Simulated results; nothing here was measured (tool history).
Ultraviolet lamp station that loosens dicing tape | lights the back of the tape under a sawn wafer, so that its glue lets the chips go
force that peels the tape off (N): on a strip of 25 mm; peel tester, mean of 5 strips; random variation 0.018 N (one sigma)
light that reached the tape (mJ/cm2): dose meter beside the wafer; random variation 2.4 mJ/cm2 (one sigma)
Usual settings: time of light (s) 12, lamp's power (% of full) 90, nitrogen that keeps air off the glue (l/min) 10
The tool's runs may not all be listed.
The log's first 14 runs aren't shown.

run,hour,time of light (s),lamp's power (% of full),nitrogen that keeps air off the glue (l/min),force that peels the tape off (N),light that reached the tape (mJ/cm2)
15,114.5,12,68,10,1.876,190
16,122.8,22,68,10,0.485,351
17,127.6,22,68,10,0.489,349
18,134.7,15,68,10,1.233,237
19,143.5,12,65,10,2.089,180
20,151.3,12,90,10,1.093,246
21,157.9,12,90,9,1.245,251
22,165.5,23,94,6,0.345,493

Forecast run 23:
23,173.2,23,94,6,?,?

Run 23 gave force that peels the tape off (N) 0.360, light that reached the tape (mJ/cm2) 498.
Without the tool's hidden state the same run would have given force that peels the tape off (N) 0.256, light that reached the tape (mJ/cm2) 571.

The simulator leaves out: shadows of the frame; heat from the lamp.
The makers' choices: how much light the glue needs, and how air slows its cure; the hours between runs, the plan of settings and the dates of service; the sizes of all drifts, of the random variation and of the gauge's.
